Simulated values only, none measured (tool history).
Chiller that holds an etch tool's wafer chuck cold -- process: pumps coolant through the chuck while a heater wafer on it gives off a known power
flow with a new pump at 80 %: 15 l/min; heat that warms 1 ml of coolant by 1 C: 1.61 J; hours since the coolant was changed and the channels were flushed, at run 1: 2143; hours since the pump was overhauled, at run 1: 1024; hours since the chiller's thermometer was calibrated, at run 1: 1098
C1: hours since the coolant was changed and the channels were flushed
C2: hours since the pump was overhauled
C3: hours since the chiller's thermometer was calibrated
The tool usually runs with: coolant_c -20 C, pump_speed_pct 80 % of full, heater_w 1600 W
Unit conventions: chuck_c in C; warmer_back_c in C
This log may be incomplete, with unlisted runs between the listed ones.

{"run": 1, "hour": 0.0, "coolant_c": -20, "pump_speed_pct": 80, "heater_w": 1600, "C1": 2143, "C2": 1024, "C3": 1098, "chuck_c": -7.2, "warmer_back_c": 3.99}
{"run": 2, "hour": 49.7, "coolant_c": -20, "pump_speed_pct": 80, "heater_w": 1600, "C1": 2193, "C2": 1074, "C3": 1148, "chuck_c": -7.1, "warmer_back_c": 4.02}
{"run": 3, "hour": 83.2, "coolant_c": -20, "pump_speed_pct": 80, "heater_w": 1262, "C1": 2227, "C2": 1108, "C3": 1182, "chuck_c": -9.9, "warmer_back_c": 3.09}
{"run": 4, "hour": 107.4, "coolant_c": -20, "pump_speed_pct": 80, "heater_w": 1600, "C1": 2251, "C2": 1132, "C3": 1206, "chuck_c": -7.1, "warmer_back_c": 3.9}
{"run": 5, "hour": 141.3, "coolant_c": -20, "pump_speed_pct": 80, "heater_w": 1600, "C1": 2285, "C2": 1166, "C3": 1240, "chuck_c": -7.1, "warmer_back_c": 4.02}
{"run": 6, "hour": 192.3, "coolant_c": -20, "pump_speed_pct": 80, "heater_w": 1600, "C1": 2336, "C2": 1217, "C3": 1291, "chuck_c": -7.2, "warmer_back_c": 3.93}
{"run": 7, "hour": 229.4, "coolant_c": -20, "pump_speed_pct": 80, "heater_w": 1132, "C1": 2373, "C2": 1254, "C3": 1328, "chuck_c": -10.9, "warmer_back_c": 2.77}
{"run": 8, "hour": 270.3, "coolant_c": -20, "pump_speed_pct": 80, "heater_w": 1192, "C1": 2414, "C2": 1295, "C3": 1369, "chuck_c": -10.4, "warmer_back_c": 2.9}
{"run": 9, "hour": 321.9, "coolant_c": -20, "pump_speed_pct": 80, "heater_w": 1192, "C1": 2465, "C2": 1346, "C3": 1420, "chuck_c": -10.4, "warmer_back_c": 2.91}
{"run": 10, "hour": 375.7, "coolant_c": -20, "pump_speed_pct": 80, "heater_w": 1192, "C1": 2519, "C2": 1400, "C3": 1474, "chuck_c": -10.6, "warmer_back_c": 2.82}
{"run": 11, "hour": 419.7, "coolant_c": -20, "pump_speed_pct": 80, "heater_w": 1192, "C1": 2563, "C2": 1444, "C3": 1518, "chuck_c": -10.4, "warmer_back_c": 2.86}
{"run": 12, "hour": 464.3, "coolant_c": -26, "pump_speed_pct": 66, "heater_w": 1019, "C1": 2608, "C2": 1489, "C3": 1563, "chuck_c": -16.7, "warmer_back_c": 3.02}
{"run": 13, "hour": 493.9, "coolant_c": -20, "pump_speed_pct": 85, "heater_w": 1749, "C1": 2637, "C2": 1518, "C3": 1592, "chuck_c": -6.5, "warmer_back_c": 3.98}
{"run": 14, "hour": 523.3, "coolant_c": -19, "pump_speed_pct": 76, "heater_w": 1749, "C1": 2667, "C2": 1548, "C3": 1622, "chuck_c": -4.5, "warmer_back_c": 4.49}
{"run": 15, "hour": 548.9, "coolant_c": -19, "pump_speed_pct": 76, "heater_w": 1749, "C1": 2692, "C2": 1573, "C3": 1647, "chuck_c": -4.5, "warmer_back_c": 4.49}
{"run": 16, "hour": 593.7, "coolant_c": -11, "pump_speed_pct": 76, "heater_w": 2229, "C1": 2737, "C2": 1618, "C3": 1692, "chuck_c": 7.4, "warmer_back_c": 5.7}
{"run": 17, "hour": 622.1, "coolant_c": -11, "pump_speed_pct": 80, "heater_w": 1600, "C1": 2766, "C2": 1646, "C3": 1720, "chuck_c": 1.9, "warmer_back_c": 3.84}
{"hour": 645.9, "done": "coolant changed, channels flushed"}
{"run": 18, "hour": 669.1, "coolant_c": -25, "pump_speed_pct": 75, "heater_w": 1093, "C1": 23, "C2": 1687, "C3": 1761, "chuck_c": -15.9, "warmer_back_c": 2.72}
{"run": 19, "hour": 724.5, "coolant_c": -25, "pump_speed_pct": 82, "heater_w": 2117, "C1": 79, "C2": 1743, "C3": 1817, "chuck_c": -8.2, "warmer_back_c": 4.92}
{"run": 20, "hour": 759.1, "coolant_c": -21, "pump_speed_pct": 85, "heater_w": 1600, "C1": 113, "C2": 1777, "C3": 1851, "chuck_c": -8.5, "warmer_back_c": 3.52}

Below are 4 alternative next runs, each starting from the tool's condition after run 20. Predict each:
{"run": "A", "hour": 794.5, "coolant_c": -20, "pump_speed_pct": 76, "heater_w": 1609, "C1": 149, "C2": 1813, "C3": 1887, "chuck_c": "?", "warmer_back_c": "?"}
{"run": "B", "hour": 794.5, "coolant_c": -27, "pump_speed_pct": 85, "heater_w": 1600, "C1": 149, "C2": 1813, "C3": 1887, "chuck_c": "?", "warmer_back_c": "?"}
{"run": "C", "hour": 794.5, "coolant_c": -12, "pump_speed_pct": 63, "heater_w": 1600, "C1": 149, "C2": 1813, "C3": 1887, "chuck_c": "?", "warmer_back_c": "?"}
{"run": "D", "hour": 794.5, "coolant_c": -17, "pump_speed_pct": 71, "heater_w": 997, "C1": 149, "C2": 1813, "C3": 1887, "chuck_c": "?", "warmer_back_c": "?"}

run=A chuck_c=-6.6 warmer_back_c=4.02
run=B chuck_c=-14.6 warmer_back_c=3.49
run=C chuck_c=3.0 warmer_back_c=5.04
run=D chuck_c=-8.3 warmer_back_c=2.62
The same runs, with their run-to-run variation unchanged, on a tool lacking any hidden condition would have given:
run=A chuck_c=-6.6 warmer_back_c=4.24
run=B chuck_c=-14.6 warmer_back_c=3.72
run=C chuck_c=3.0 warmer_back_c=5.26
run=D chuck_c=-8.3 warmer_back_c=2.84
